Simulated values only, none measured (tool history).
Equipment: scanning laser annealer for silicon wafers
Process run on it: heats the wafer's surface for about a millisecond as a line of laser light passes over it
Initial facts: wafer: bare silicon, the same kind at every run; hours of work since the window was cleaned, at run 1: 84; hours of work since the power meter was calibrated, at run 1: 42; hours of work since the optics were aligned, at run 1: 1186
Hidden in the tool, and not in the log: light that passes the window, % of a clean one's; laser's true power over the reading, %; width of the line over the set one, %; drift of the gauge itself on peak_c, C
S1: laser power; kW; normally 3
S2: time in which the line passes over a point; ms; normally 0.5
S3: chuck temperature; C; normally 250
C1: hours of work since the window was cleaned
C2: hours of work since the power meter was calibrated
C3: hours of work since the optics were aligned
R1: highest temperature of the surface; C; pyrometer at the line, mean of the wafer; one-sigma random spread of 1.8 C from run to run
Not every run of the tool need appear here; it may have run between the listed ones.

{"run": 1, "hour": 0.0, "S1": 3, "S2": 0.5, "S3": 250, "C1": 84, "C2": 42, "C3": 1186, "R1": 998}
{"run": 2, "hour": 8.0, "S1": 3, "S2": 0.5, "S3": 250, "C1": 89, "C2": 46, "C3": 1190, "R1": 1002}
{"run": 3, "hour": 12.3, "S1": 3, "S2": 0.5, "S3": 250, "C1": 91, "C2": 48, "C3": 1192, "R1": 1000}
{"run": 4, "hour": 17.9, "S1": 3, "S2": 0.5, "S3": 250, "C1": 93, "C2": 51, "C3": 1195, "R1": 999}
{"run": 5, "hour": 28.4, "S1": 3, "S2": 0.5, "S3": 250, "C1": 99, "C2": 56, "C3": 1200, "R1": 999}
{"run": 6, "hour": 36.5, "S1": 2.907, "S2": 0.513, "S3": 274, "C1": 103, "C2": 60, "C3": 1204, "R1": 1007}
{"run": 7, "hour": 46.6, "S1": 2.904, "S2": 0.353, "S3": 237, "C1": 108, "C2": 65, "C3": 1209, "R1": 843}
{"run": 8, "hour": 51.7, "S1": 2.904, "S2": 0.353, "S3": 237, "C1": 111, "C2": 68, "C3": 1212, "R1": 847}

Expected results for the next run?
{"run": 9, "hour": 57.5, "S1": 3.039, "S2": 0.493, "S3": 250, "C1": 113, "C2": 71, "C3": 1215, "R1": "?"}

Run 9 yielded R1 1003 C.
If the tool had no hidden condition, the same run with the same run-to-run variation would have returned R1 1003 C.
